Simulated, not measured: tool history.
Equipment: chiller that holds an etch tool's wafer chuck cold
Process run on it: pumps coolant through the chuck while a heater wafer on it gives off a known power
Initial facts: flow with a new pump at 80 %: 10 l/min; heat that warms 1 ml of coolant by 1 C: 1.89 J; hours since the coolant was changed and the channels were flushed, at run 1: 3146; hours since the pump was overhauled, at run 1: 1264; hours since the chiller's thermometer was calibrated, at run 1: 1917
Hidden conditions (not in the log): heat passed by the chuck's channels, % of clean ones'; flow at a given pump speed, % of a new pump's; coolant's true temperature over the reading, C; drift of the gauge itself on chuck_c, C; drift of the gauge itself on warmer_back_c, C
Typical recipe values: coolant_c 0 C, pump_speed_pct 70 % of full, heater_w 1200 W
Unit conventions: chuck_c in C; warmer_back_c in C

run,hour,coolant_c,pump_speed_pct,heater_w,hours since the coolant was changed and the channels were flushed,hours since the pump was overhauled,hours since the chiller's thermometer was calibrated,chuck_c,warmer_back_c
1,0,0,70,1200,3146,1264,1917,12.77,4.45
2,33.5,0,70,1200,3179,1298,1950,12.82,4.46
3,70,0,70,1200,3216,1334,1987,12.79,4.46
4,112.1,0,70,1200,3258,1377,2029,12.74,4.46
5,149.2,0,70,1200,3295,1414,2066,12.82,4.49
6,169.1,0,70,1200,3315,1434,2086,12.73,4.48
7,206.1,0,70,1200,3352,1471,2123,12.77,4.45
8,253.2,0,65,1200,3399,1518,2170,13.68,4.92
9,289,0,65,1200,3435,1553,2206,13.73,4.91
10,310.7,0,69,1200,3457,1575,2228,12.97,4.59
11,356,0,70,1200,3502,1620,2273,12.79,4.54
12,401.5,0,70,1200,3548,1666,2319,12.76,4.57
13,436.6,0,70,1200,3583,1701,2354,12.79,4.54
14,478.8,0,91,1200,3625,1743,2396,10.16,3.45
15,515,0,70,1200,3661,1779,2432,12.81,4.59
16,554,0,70,1200,3700,1818,2471,12.78,4.63
17,595.2,0,70,1200,3741,1860,2512,12.78,4.63
18,617.7,0,77,1232,3764,1882,2535,12.08,4.32
19,657,-1,60,1643,3803,1921,2574,19,7.43
20,680.4,-1,92,886,3826,1945,2597,6.38,2.63
21,722,-1,92,886,3868,1986,2639,6.44,2.66
22,765.9,1,70,851,3912,2030,2683,10.06,3.35
23,786.5,-9,70,1200,3932,2051,2703,3.84,4.68
24,832.2,-1,73,841,3978,2097,2749,7.66,3.22
25,870.2,-4,61,1413,4016,2135,2787,12.96,6.38
26,893.3,0,70,802,4039,2158,2810,8.42,3.28
# hour 897.1: gauge calibrated
27,918.6,2,98,1328,4065,2183,2836,12.43,3.36
28,949.4,5,61,1200,4095,2214,2866,19.42,5.2
29,995.4,2,69,1200,4141,2260,2912,14.98,4.51
30,1026.6,2,77,1286,4173,2291,2944,14.65,4.31
31,1056.4,9,77,1685,4202,2321,2973,25.43,5.63
32,1081.4,9,77,1685,4227,2346,2998,25.5,5.63
33,1124.2,5,60,849,4270,2389,3041,15.31,3.81

Hidden state at the last listed run before each entry between runs and at the first one after, where it differs:
Logged between run 26 and run 27: gauge calibrated (hour 897.1)
  drift of the gauge itself on warmer_back_c, C: 0.3 -> 0.01
  what was measured, less what the result would be without the hidden state, warmer_back_c: +0.3 -> +0.01 C

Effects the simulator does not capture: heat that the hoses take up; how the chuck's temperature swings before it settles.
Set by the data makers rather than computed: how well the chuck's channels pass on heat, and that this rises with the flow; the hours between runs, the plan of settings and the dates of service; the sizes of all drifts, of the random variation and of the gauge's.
